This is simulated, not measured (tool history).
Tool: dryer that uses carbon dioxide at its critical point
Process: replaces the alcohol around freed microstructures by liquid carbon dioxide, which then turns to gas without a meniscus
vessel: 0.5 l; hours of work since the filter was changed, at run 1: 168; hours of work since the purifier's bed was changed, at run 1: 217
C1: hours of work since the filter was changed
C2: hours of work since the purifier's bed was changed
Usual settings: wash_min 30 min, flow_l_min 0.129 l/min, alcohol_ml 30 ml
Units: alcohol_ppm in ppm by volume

run 1 hour=0 | wash_min=30 flow_l_min=0.129 alcohol_ml=30 | C1=168 C2=217 | alcohol_ppm=305
run 2 hour=14.3 | wash_min=30 flow_l_min=0.129 alcohol_ml=102 | C1=175 C2=224 | alcohol_ppm=1007
run 3 hour=44.3 | wash_min=30 flow_l_min=0.129 alcohol_ml=102 | C1=189 C2=238 | alcohol_ppm=1066
run 4 hour=69.4 | wash_min=30 flow_l_min=0.099 alcohol_ml=102 | C1=200 C2=249 | alcohol_ppm=3919
-- hour=91.4 inlet filter changed
run 5 hour=97.8 | wash_min=30 flow_l_min=0.099 alcohol_ml=102 | C1=3 C2=262 | alcohol_ppm=1893
run 6 hour=114.6 | wash_min=30 flow_l_min=0.099 alcohol_ml=106 | C1=11 C2=269 | alcohol_ppm=2027
run 7 hour=129.2 | wash_min=30 flow_l_min=0.099 alcohol_ml=106 | C1=17 C2=276 | alcohol_ppm=2035
run 8 hour=145 | wash_min=30 flow_l_min=0.129 alcohol_ml=30 | C1=24 C2=283 | alcohol_ppm=172
run 9 hour=165.7 | wash_min=30 flow_l_min=0.129 alcohol_ml=30 | C1=34 C2=293 | alcohol_ppm=176
run 10 hour=181.9 | wash_min=30 flow_l_min=0.129 alcohol_ml=30 | C1=41 C2=300 | alcohol_ppm=189
run 11 hour=214 | wash_min=30 flow_l_min=0.129 alcohol_ml=30 | C1=56 C2=315 | alcohol_ppm=194
run 12 hour=248.3 | wash_min=30 flow_l_min=0.129 alcohol_ml=66 | C1=72 C2=330 | alcohol_ppm=398
run 13 hour=263.7 | wash_min=30 flow_l_min=0.129 alcohol_ml=48 | C1=79 C2=337 | alcohol_ppm=322
run 14 hour=287.1 | wash_min=30 flow_l_min=0.129 alcohol_ml=48 | C1=89 C2=348 | alcohol_ppm=338
run 15 hour=313.8 | wash_min=30 flow_l_min=0.129 alcohol_ml=88 | C1=101 C2=360 | alcohol_ppm=606
run 16 hour=337 | wash_min=30 flow_l_min=0.129 alcohol_ml=88 | C1=112 C2=371 | alcohol_ppm=617
run 17 hour=363.9 | wash_min=31 flow_l_min=0.129 alcohol_ml=30 | C1=124 C2=383 | alcohol_ppm=232
run 18 hour=381.4 | wash_min=31 flow_l_min=0.129 alcohol_ml=45 | C1=132 C2=391 | alcohol_ppm=327
run 19 hour=398.4 | wash_min=31 flow_l_min=0.129 alcohol_ml=45 | C1=140 C2=399 | alcohol_ppm=341
run 20 hour=431.3 | wash_min=31 flow_l_min=0.129 alcohol_ml=45 | C1=155 C2=414 | alcohol_ppm=362
run 21 hour=446.4 | wash_min=31 flow_l_min=0.129 alcohol_ml=45 | C1=162 C2=421 | alcohol_ppm=374
run 22 hour=478.8 | wash_min=31 flow_l_min=0.129 alcohol_ml=45 | C1=177 C2=436 | alcohol_ppm=400
run 23 hour=501 | wash_min=31 flow_l_min=0.129 alcohol_ml=45 | C1=187 C2=446 | alcohol_ppm=403
run 24 hour=527.7 | wash_min=30 flow_l_min=0.129 alcohol_ml=30 | C1=199 C2=458 | alcohol_ppm=353
run 25 hour=544.5 | wash_min=30 flow_l_min=0.129 alcohol_ml=30 | C1=207 C2=466 | alcohol_ppm=360
-- hour=550.6 inlet filter changed
run 26 hour=571.5 | wash_min=30 flow_l_min=0.129 alcohol_ml=30 | C1=10 C2=477 | alcohol_ppm=186
run 27 hour=591.4 | wash_min=20 flow_l_min=0.129 alcohol_ml=22 | C1=19 C2=487 | alcohol_ppm=803
run 28 hour=620.1 | wash_min=20 flow_l_min=0.129 alcohol_ml=22 | C1=32 C2=500 | alcohol_ppm=845
run 29 hour=645.7 | wash_min=31 flow_l_min=0.129 alcohol_ml=43 | C1=43 C2=511 | alcohol_ppm=229
run 30 hour=675.6 | wash_min=31 flow_l_min=0.129 alcohol_ml=43 | C1=57 C2=525 | alcohol_ppm=241
run 31 hour=692.6 | wash_min=25 flow_l_min=0.141 alcohol_ml=65 | C1=65 C2=533 | alcohol_ppm=653
run 32 hour=716.8 | wash_min=19 flow_l_min=0.141 alcohol_ml=30 | C1=76 C2=544 | alcohol_ppm=1123
run 33 hour=739.5 | wash_min=19 flow_l_min=0.141 alcohol_ml=30 | C1=86 C2=554 | alcohol_ppm=1133
run 34 hour=762.5 | wash_min=36 flow_l_min=0.144 alcohol_ml=79 | C1=97 C2=565 | alcohol_ppm=126
run 35 hour=777.4 | wash_min=26 flow_l_min=0.144 alcohol_ml=37 | C1=104 C2=571 | alcohol_ppm=349
run 36 hour=795.4 | wash_min=19 flow_l_min=0.154 alcohol_ml=25 | C1=112 C2=580 | alcohol_ppm=750
run 37 hour=825.5 | wash_min=43 flow_l_min=0.213 alcohol_ml=25 | C1=125 C2=593 | alcohol_ppm=68
run 38 hour=860 | wash_min=30 flow_l_min=0.096 alcohol_ml=24 | C1=141 C2=609 | alcohol_ppm=874
run 39 hour=889.5 | wash_min=30 flow_l_min=0.145 alcohol_ml=24 | C1=155 C2=623 | alcohol_ppm=168
run 40 hour=920.9 | wash_min=28 flow_l_min=0.193 alcohol_ml=51 | C1=169 C2=637 | alcohol_ppm=122
run 41 hour=938.8 | wash_min=28 flow_l_min=0.161 alcohol_ml=49 | C1=177 C2=645 | alcohol_ppm=253
run 42 hour=960.9 | wash_min=30 flow_l_min=0.129 alcohol_ml=97 | C1=187 C2=655 | alcohol_ppm=1026
run 43 hour=989.1 | wash_min=23 flow_l_min=0.111 alcohol_ml=97 | C1=200 C2=668 | alcohol_ppm=6045
-- hour=1011 inlet filter changed
run 44 hour=1019.1 | wash_min=22 flow_l_min=0.129 alcohol_ml=30 | C1=4 C2=681 | alcohol_ppm=726
run 45 hour=1046 | wash_min=47 flow_l_min=0.129 alcohol_ml=43 | C1=16 C2=694 | alcohol_ppm=77
run 46 hour=1060.8 | wash_min=47 flow_l_min=0.129 alcohol_ml=43 | C1=23 C2=700 | alcohol_ppm=71
run 47 hour=1092.3 | wash_min=47 flow_l_min=0.129 alcohol_ml=51 | C1=37 C2=715 | alcohol_ppm=74
run 48 hour=1112.4 | wash_min=30 flow_l_min=0.127 alcohol_ml=78 | C1=46 C2=724 | alcohol_ppm=500

Forecast each of these 3 alternatives for the next run:
run A hour=1137.6 | wash_min=30 flow_l_min=0.127 alcohol_ml=61 | C1=58 C2=735 | alcohol_ppm=?
run B hour=1137.6 | wash_min=28 flow_l_min=0.142 alcohol_ml=33 | C1=58 C2=735 | alcohol_ppm=?
run C hour=1137.6 | wash_min=30 flow_l_min=0.142 alcohol_ml=78 | C1=58 C2=735 | alcohol_ppm=?

run=A alcohol_ppm=440
run=B alcohol_ppm=226
run=C alcohol_ppm=308
Without the tool's hidden state the same runs would have given:
run=A alcohol_ppm=285
run=B alcohol_ppm=119
run=C alcohol_ppm=178
